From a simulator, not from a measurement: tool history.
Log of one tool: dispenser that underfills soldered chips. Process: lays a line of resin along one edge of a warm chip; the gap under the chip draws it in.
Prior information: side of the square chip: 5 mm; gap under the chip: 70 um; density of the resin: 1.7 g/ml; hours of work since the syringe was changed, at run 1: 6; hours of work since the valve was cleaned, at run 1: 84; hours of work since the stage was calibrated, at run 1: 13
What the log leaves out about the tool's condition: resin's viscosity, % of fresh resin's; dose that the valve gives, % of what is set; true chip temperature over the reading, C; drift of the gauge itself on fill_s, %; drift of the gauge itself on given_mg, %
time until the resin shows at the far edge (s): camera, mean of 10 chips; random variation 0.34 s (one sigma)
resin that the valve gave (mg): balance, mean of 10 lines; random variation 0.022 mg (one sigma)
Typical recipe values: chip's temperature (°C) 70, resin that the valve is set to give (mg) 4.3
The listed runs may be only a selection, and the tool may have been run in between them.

run	hour	chip's temperature (°C)	resin that the valve is set to give (mg)	hours of work since the syringe was changed	hours of work since the valve was cleaned	hours of work since the stage was calibrated	time until the resin shows at the far edge (s)	resin that the valve gave (mg)
1	0	70	4.3	6	84	13	20.7	4.04
# hour 1.1: new syringe of resin
2	9.7	70	4.3	6	90	19	20.6	4.02
# hour 11.5: new syringe of resin
3	17.4	56	4.3	4	95	24	36.9	3.98
# hour 22.4: new syringe of resin
4	25.2	56	4.3	2	100	29	35.8	3.99
# hour 33.4: new syringe of resin
5	35.2	65	4.3	1	107	36	21.4	3.97
# hour 41.2: dispensing valve cleaned and set on the balance
# hour 44.6: new syringe of resin
6	46.2	62	4.3	1	3	42	24.6	4.28
7	52.9	62	4.3	5	7	47	29.2	4.26
# hour 55.4: new syringe of resin
8	62.7	62	4.3	5	14	53	28.4	4.23
# hour 65.9: new syringe of resin
9	74.4	55	4.45	6	21	60	42.8	4.35

Run 10 comes next. What will it give?
# hour 76.4: new syringe of resin
10	83.2	75	4.43	4	27	66	?	?

time until the resin shows at the far edge (s): 15.6
resin that the valve gave (mg): 4.35
Minus the tool's unlogged condition, the same run would have read time until the resin shows at the far edge (s) 13.3, resin that the valve gave (mg) 4.45.
